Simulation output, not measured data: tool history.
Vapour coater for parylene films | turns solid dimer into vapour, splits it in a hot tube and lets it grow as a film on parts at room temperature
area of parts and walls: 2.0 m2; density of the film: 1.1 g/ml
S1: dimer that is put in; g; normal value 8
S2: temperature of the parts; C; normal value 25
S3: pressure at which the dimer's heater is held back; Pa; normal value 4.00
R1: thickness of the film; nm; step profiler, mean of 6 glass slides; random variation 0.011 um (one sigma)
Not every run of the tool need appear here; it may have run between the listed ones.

run	hour	S1	S2	S3	R1
1	0.0	8	25	4.00	2300
2	19.2	8	25	4.00	2250
3	45.1	8	25	4.00	2250
4	66.8	8	25	4.00	2280
5	111.5	8	25	4.00	2250
6	148.4	8	25	11.21	2030
7	190.0	8	25	11.21	2030
8	212.3	8	25	11.09	2030
9	230.9	8	34	4.00	1710
10	268.9	8	34	4.00	1730
11	306.1	6	25	4.00	1650
12	344.9	8	25	4.00	2200
13	388.5	8	25	3.35	2240
14	433.2	8	25	8.66	2020
15	473.5	8	25	8.66	2030
# hour 480.0: trap's valve overhauled
# hour 481.0: table's thermometer calibrated
16	518.9	8	25	4.00	2340
17	543.2	8	25	4.00	2350
# hour 570.3: table's thermometer calibrated, once more
18	573.5	8	25	4.00	2300
19	594.7	8	25	6.76	2200
20	619.1	8	25	5.94	2200
21	658.7	8	25	5.08	2230
22	696.5	8	25	5.08	2230
23	724.4	10	33	8.93	2090
24	760.0	10	33	8.93	2110
25	785.3	3	25	6.25	810
26	815.7	8	25	6.77	2170
27	838.8	5	25	9.07	1300
28	860.1	5	23	9.07	1370
29	901.7	5	25	2.71	1450
30	932.3	5	25	2.71	1450
31	956.3	8	21	4.00	2500
32	985.8	4	23	8.54	1100
33	1026.0	4	23	8.54	1100
34	1054.9	4	26	3.87	1070
35	1085.2	8	25	3.09	2280
36	1129.0	8	25	3.09	2270
37	1164.6	8	25	3.09	2250
38	1195.8	8	19	3.09	2680
39	1223.2	8	19	3.09	2670
40	1254.6	8	19	3.09	2680
41	1297.7	8	27	4.00	2060
42	1318.0	8	27	4.00	2040
# hour 1324.1: trap's valve overhauled
43	1366.8	8	37	2.27	1730

Consider 5 possible next runs. They are alternatives, not a sequence: every one starts from the tool as it was left by run 43. What does each give?
A	1401.1	8	25	4.67	?
B	1401.1	6	17	2.27	?
C	1401.1	8	31	8.54	?
D	1401.1	8	23	2.27	?
E	1401.1	9	31	4.00	?

run	R1
A	2260
B	2320
C	1810
D	2590
E	2210
Take away the tool's hidden state, keep each run's random variation, and the runs would have read:
run	R1
A	2270
B	2330
C	1820
D	2600
E	2220
